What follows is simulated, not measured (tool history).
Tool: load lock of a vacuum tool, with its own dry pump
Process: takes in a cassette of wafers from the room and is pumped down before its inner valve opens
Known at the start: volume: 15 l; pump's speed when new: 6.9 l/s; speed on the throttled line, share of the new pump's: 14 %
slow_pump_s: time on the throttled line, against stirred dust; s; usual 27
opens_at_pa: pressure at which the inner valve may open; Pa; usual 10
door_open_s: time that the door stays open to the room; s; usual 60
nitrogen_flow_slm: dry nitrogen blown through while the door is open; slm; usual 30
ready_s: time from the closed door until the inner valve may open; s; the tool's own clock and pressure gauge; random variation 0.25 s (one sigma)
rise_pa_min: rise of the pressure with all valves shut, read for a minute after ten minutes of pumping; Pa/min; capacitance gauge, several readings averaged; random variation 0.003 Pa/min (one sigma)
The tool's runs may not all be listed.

| run | hour | slow_pump_s | opens_at_pa | door_open_s | nitrogen_flow_slm | incoming humidity of the room's air, % | ready_s | rise_pa_min |
|---|---|---|---|---|---|---|---|---|
| 1 | 0 | 27 | 10 | 60 | 30 | 46.8 | 46.5 | 0.69 |
| 2 | 550.8 | 27 | 10 | 60 | 30 | 42.6 | 46.2 | 0.729 |
| 3 | 1074.5 | 27 | 10 | 60 | 30 | 49 | 46.5 | 0.763 |
| 4 | 1554.7 | 27 | 10 | 60 | 30 | 45.9 | 46.3 | 0.803 |
| 5 | 2023.9 | 27 | 10 | 60 | 30 | 48.2 | 46.9 | 0.058 |
| 6 | 2407.4 | 27 | 10 | 60 | 30 | 49.4 | 47 | 0.072 |
| 7 | 2661.6 | 27 | 10 | 60 | 30 | 45.2 | 47.3 | 0.069 |
| 8 | 3002.6 | 27 | 10 | 60 | 30 | 45 | 43 | 0.069 |
| 9 | 3501.3 | 27 | 10 | 60 | 30 | 44.2 | 43.8 | 0.077 |
| 10 | 3780.2 | 24 | 10 | 60 | 30 | 44.2 | 41.2 | 0.085 |
| 11 | 4217.2 | 24 | 10 | 60 | 30 | 48.4 | 41.1 | 0.1 |
| 12 | 4646.7 | 24 | 10 | 60 | 30 | 45.3 | 41.4 | 0.104 |
| 13 | 5044 | 24 | 10 | 60 | 30 | 45.8 | 41.9 | 0.106 |
| 14 | 5415.8 | 24 | 10 | 60 | 30 | 46.9 | 41.4 | 0.113 |
| 15 | 5734.8 | 24 | 10 | 60 | 7 | 47.5 | 41.5 | 0.168 |
| 16 | 6135.9 | 27 | 10 | 60 | 30 | 45.9 | 44.1 | 0.134 |
| 17 | 6723.7 | 27 | 10 | 60 | 30 | 48.4 | 44.6 | 0.153 |
| 18 | 6969.1 | 27 | 10 | 60 | 30 | 43.7 | 45 | 0.153 |
| 19 | 7552.3 | 27 | 10 | 53 | 30 | 46.4 | 45 | 0.171 |
| 20 | 7900.5 | 27 | 15 | 53 | 30 | 45.2 | 44.5 | 0.178 |
| 21 | 8487.8 | 15 | 10 | 60 | 30 | 45.7 | 35 | 0.198 |
| 22 | 8862.1 | 15 | 10 | 60 | 30 | 46.4 | 34.8 | 0.213 |
| 23 | 9277.7 | 15 | 10 | 60 | 30 | 44.8 | 35.5 | 0.236 |
| 24 | 9619.4 | 15 | 10 | 60 | 30 | 43 | 35.3 | 0.23 |
| 25 | 9984.2 | 15 | 9 | 60 | 30 | 42.8 | 35.5 | 0.252 |
| 26 | 10264.2 | 15 | 13 | 60 | 8 | 45.9 | 34.7 | 0.3 |
| 27 | 10667.7 | 15 | 13 | 60 | 8 | 48.1 | 35.3 | 0.313 |
| 28 | 10928.9 | 15 | 10 | 60 | 41 | 45.4 | 35.8 | 0.278 |
| 29 | 11252.3 | 27 | 10 | 148 | 30 | 45.3 | 46.2 | 0.332 |
| 30 | 11852.4 | 27 | 13 | 60 | 30 | 43.8 | 45.7 | 0.324 |
| 31 | 12255.4 | 27 | 13 | 60 | 30 | 49.4 | 45.6 | 0.349 |
| 32 | 12784.6 | 27 | 13 | 96 | 17 | 47.3 | 46.1 | 0.411 |
| 33 | 13093.1 | 27 | 9 | 83 | 30 | 47.2 | 47.5 | 0.397 |
| 34 | 13499.1 | 40 | 9 | 71 | 30 | 45.1 | 57.8 | 0.4 |
| 35 | 13867.5 | 43 | 14 | 159 | 11 | 47.5 | 59.7 | 0.526 |
| 36 | 14252.8 | 27 | 10 | 137 | 7 | 40.7 | 43.6 | 0.53 |
| 37 | 14827.3 | 37 | 18 | 60 | 7 | 41.7 | 50.3 | 0.492 |
| 38 | 15142 | 37 | 18 | 60 | 7 | 45.7 | 51 | 0.523 |

Not shown: 3 entries that the log had between the listed runs. Between which runs, and how does the tool's hidden state differ before and after?
Between runs 4 and 5: door's seal changed, seat wiped (hour 1676.8)
  pump's speed, % of a new pump's: 84.2 -> 83.4; leak at the door's seal, Pa l/s: 0.1882 -> 0.0041
  measured less the result without the state, ready_s: +3.1 -> +3.3 s; rise_pa_min: +0.752 -> +0.008 Pa/min
Between runs 7 and 8: dry pump taken out, an overhauled one fitted (hour 2839.4)
  pump's speed, % of a new pump's: 82.2 -> 100; leak at the door's seal, Pa l/s: 0.0059 -> 0.0072
  measured less the result without the state, ready_s: +3.6 -> +0 s; rise_pa_min: +0.016 -> +0.021 Pa/min
Between runs 35 and 36: dry pump taken out, an overhauled one fitted (hour 14048.8)
  pump's speed, % of a new pump's: 81.4 -> 100.2; leak at the door's seal, Pa l/s: 0.0934 -> 0.0978
  measured less the result without the state, ready_s: +3.2 -> +0 s; rise_pa_min: +0.364 -> +0.382 Pa/min
